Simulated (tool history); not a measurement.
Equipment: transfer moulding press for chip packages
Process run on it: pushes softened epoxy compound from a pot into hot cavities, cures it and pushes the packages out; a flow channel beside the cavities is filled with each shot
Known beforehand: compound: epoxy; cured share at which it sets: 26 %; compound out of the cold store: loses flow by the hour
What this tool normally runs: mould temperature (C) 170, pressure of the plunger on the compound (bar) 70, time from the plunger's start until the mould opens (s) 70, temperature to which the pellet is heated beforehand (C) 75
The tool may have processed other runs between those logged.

| run | hour | mould temperature (C) | pressure of the plunger on the compound (bar) | time from the plunger's start until the mould opens (s) | temperature to which the pellet is heated beforehand (C) | incoming compound's hours out of the cold store | length that the compound runs in the flow channel (mm) | greatest force on the pins that push the packages out (N) |
|---|---|---|---|---|---|---|---|---|
| 1 | 0 | 170 | 70 | 70 | 75 | 47 | 513 | 617 |
| 2 | 12.4 | 166 | 70 | 70 | 75 | 23.7 | 607 | 921 |
|  | 18.7 | cavities cleaned with cleaning compound and waxed |
| 3 | 32 | 170 | 70 | 70 | 75 | 28.3 | 575 | 667 |
| 4 | 41.5 | 170 | 70 | 70 | 75 | 23.7 | 595 | 686 |
| 5 | 55.3 | 166 | 70 | 70 | 75 | 35.5 | 567 | 836 |
| 6 | 65.6 | 166 | 70 | 69 | 75 | 21.8 | 614 | 966 |
| 7 | 77.8 | 166 | 70 | 69 | 75 | 18.2 | 639 | 997 |
|  | 90.9 | cavities cleaned with cleaning compound and waxed |
| 8 | 96.4 | 170 | 70 | 70 | 75 | 19.1 | 618 | 681 |
| 9 | 116.4 | 170 | 55.1 | 70 | 75 | 31.1 | 508 | 647 |
| 10 | 135.2 | 170 | 70 | 53 | 75 | 13.1 | 658 | 1415 |
| 11 | 149.7 | 170 | 70 | 70 | 75 | 8.7 | 672 | 747 |
|  | 162.7 | cavities cleaned with cleaning compound and waxed |
| 12 | 164.2 | 170 | 72.4 | 70 | 75 | 11.9 | 665 | 716 |
| 13 | 184.2 | 170 | 70 | 105 | 75 | 17.5 | 630 | 332 |
| 14 | 195 | 170 | 70 | 70 | 75 | 9.8 | 659 | 723 |
|  | 205.2 | plunger's sealing rings changed |
| 15 | 217 | 170 | 70 | 70 | 75 | 35 | 546 | 651 |
|  | 237.3 | cavities cleaned with cleaning compound and waxed |
| 16 | 237.3 | 168 | 59 | 105 | 84 | 9.9 | 614 | 333 |
| 17 | 256.7 | 175 | 52.9 | 81 | 76 | 26.9 | 512 | 369 |
| 18 | 273.3 | 164 | 56 | 55 | 71 | 26.4 | 538 | 1568 |
| 19 | 289.3 | 170 | 68.3 | 70 | 75 | 13.2 | 638 | 702 |
| 20 | 304.7 | 166 | 74.3 | 70 | 75 | 21.5 | 643 | 938 |
|  | 309.4 | cavities cleaned with cleaning compound and waxed |
| 21 | 326.6 | 166 | 74.3 | 70 | 75 | 22.7 | 635 | 870 |
| 22 | 340.3 | 170 | 70 | 55 | 78 | 20.4 | 615 | 1230 |
| 23 | 358.4 | 170 | 52.9 | 55 | 78 | 36.2 | 478 | 1181 |
| 24 | 372.2 | 169 | 52.9 | 71 | 71 | 36.6 | 476 | 688 |
|  | 382.3 | cavities cleaned with cleaning compound and waxed |
| 25 | 386.2 | 169 | 52.9 | 71 | 71 | 36.1 | 480 | 683 |
| 26 | 399.1 | 164 | 63.4 | 59 | 82 | 34 | 536 | 1295 |
| 27 | 421 | 169 | 63.5 | 57 | 72 | 13.1 | 623 | 1333 |
| 28 | 443 | 175 | 63.5 | 90 | 72 | 41.6 | 494 | 344 |
| 29 | 452.4 | 165 | 63.5 | 90 | 72 | 47.1 | 487 | 472 |
|  | 455 | cavities cleaned with cleaning compound and waxed |
| 30 | 467.5 | 175 | 63.5 | 90 | 71 | 14.2 | 603 | 344 |

3 ways to go on from here, each from the tool as it stands after run 30. What would each give?
| A | 484 | 175 | 63.5 | 90 | 85 | 20.8 | ? | ? |
| B | 484 | 170 | 66.2 | 70 | 75 | 42.6 | ? | ? |
| C | 484 | 165 | 63.5 | 71 | 71 | 31.8 | ? | ? |

| run | length that the compound runs in the flow channel (mm) | greatest force on the pins that push the packages out (N) |
|---|---|---|
| A | 580 | 343 |
| B | 509 | 617 |
| C | 548 | 942 |
Without the tool's hidden state the same runs would have given:
| run | length that the compound runs in the flow channel (mm) | greatest force on the pins that push the packages out (N) |
|---|---|---|
| A | 580 | 342 |
| B | 510 | 616 |
| C | 548 | 940 |

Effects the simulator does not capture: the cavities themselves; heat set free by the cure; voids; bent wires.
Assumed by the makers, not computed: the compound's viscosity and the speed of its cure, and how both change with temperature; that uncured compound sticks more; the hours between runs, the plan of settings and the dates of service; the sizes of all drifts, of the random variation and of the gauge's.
